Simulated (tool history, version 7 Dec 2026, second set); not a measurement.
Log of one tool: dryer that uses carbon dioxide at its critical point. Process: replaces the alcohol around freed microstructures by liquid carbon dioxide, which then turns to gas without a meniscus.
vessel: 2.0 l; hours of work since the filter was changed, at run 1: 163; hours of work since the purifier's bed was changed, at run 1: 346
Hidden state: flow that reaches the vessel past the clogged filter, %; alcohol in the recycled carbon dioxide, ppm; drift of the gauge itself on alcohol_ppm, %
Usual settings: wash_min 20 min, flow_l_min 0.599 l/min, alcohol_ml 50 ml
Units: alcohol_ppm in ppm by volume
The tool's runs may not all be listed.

run    hour  wash_min  flow_l_min  alcohol_ml  hours of work since the filter was changed  hours of work since the purifier's bed was changed  alcohol_ppm
  1     0.0        20       0.599          50                                         163                                                 346          392
  2    24.9        20       0.599          50                                         171                                                 354          400
  3    59.0        17       0.599          50                                         183                                                 366          748
  4    76.4        17       0.599          50                                         189                                                 372          746
  5    94.7        20       0.599          50                                         196                                                 379          424
      105.8  -- inlet filter changed
  6   115.3        20       0.599          50                                           3                                                 386          305
  7   143.4        20       0.599          50                                          13                                                 395          310
  8   162.5        20       0.599          50                                          20                                                 402          319
  9   184.9        20       0.599          50                                          28                                                 410          316
 10   210.8        20       0.599          50                                          37                                                 419          319
 11   230.4        20       0.599          50                                          43                                                 426          328
 12   259.8        20       0.599          50                                          54                                                 436          326
 13   285.3        20       0.731          50                                          63                                                 445          135
 14   312.2        20       0.731          50                                          72                                                 454          153
 15   337.7        20       0.823          50                                          81                                                 463           78
 16   355.1        20       0.823          50                                          87                                                 469           82
 17   379.5        20       0.823          50                                          95                                                 478           91
 18   400.2        20       0.937          50                                         102                                                 485           54
 19   416.1        20       0.937          50                                         108                                                 490           60
 20   447.5        20       0.599          50                                         119                                                 501          374
 21   467.5        20       0.599          50                                         126                                                 508          384
 22   485.8        20       0.752          50                                         132                                                 515          146
 23   510.2        20       0.638          50                                         141                                                 523          289
 24   530.5        22       0.599          28                                         148                                                 530          173
 25   550.6        26       0.550          49                                         155                                                 537          196
 26   573.0        26       0.422          27                                         163                                                 545          350
 27   589.8        26       0.843          68                                         168                                                 551           46
 28   612.3        26       0.481          49                                         176                                                 559          369
 29   639.3        26       0.447          55                                         186                                                 568          548
 30   671.8        26       0.379         100                                         197                                                 579         1871
      679.5  -- inlet filter changed
 31   689.5        13       0.744          58                                           3                                                 585          779
 32   711.5        20       0.903          26                                          11                                                 593           49
 33   730.7        17       0.667          56                                          18                                                 599          438
 34   756.3        17       0.667          56                                          27                                                 608          419
 35   775.8        26       0.667          72                                          34                                                 615           86
 36   807.7        27       0.599          22                                          45                                                 626           56
 37   833.5        17       0.412          48                                          54                                                 635         1939
      838.3  -- purifier's bed changed
 38   866.7        17       0.412          48                                          64                                                  10         1955
 39   883.0        28       0.490          67                                          70                                                  16          235
 40   904.4        28       0.490          67                                          77                                                  23          250
 41   935.2        14       0.511          42                                          88                                                  34         1689
 42   963.2        14       0.511          42                                          98                                                  43         1620
 43   982.2        15       0.511          79                                         104                                                  50         2615
 44  1002.8        22       0.373          50                                         111                                                  57         1435
 45  1033.7        22       0.373          50                                         122                                                  68         1466

The same runs without the tool's hidden state, with the same run-to-run variation:
run  alcohol_ppm
  1          274
  2          275
  3          539
  4          532
  5          279
  6          276
  7          275
  8          281
  9          273
 10          272
 11          275
 12          267
 13           93
 14          105
 15           41
 16           43
 17           51
 18           20
 19           26
 20          269
 21          274
 22           84
 23          187
 24          104
 25          113
 26          237
 27           10
 28          233
 29          358
 30         1318
 31          732
 32           16
 33          385
 34          361
 35           46
 36           18
 37         1773
 38         1795
 39          194
 40          204
 41         1502
 42         1423
 43         2259
 44         1218
 45         1228

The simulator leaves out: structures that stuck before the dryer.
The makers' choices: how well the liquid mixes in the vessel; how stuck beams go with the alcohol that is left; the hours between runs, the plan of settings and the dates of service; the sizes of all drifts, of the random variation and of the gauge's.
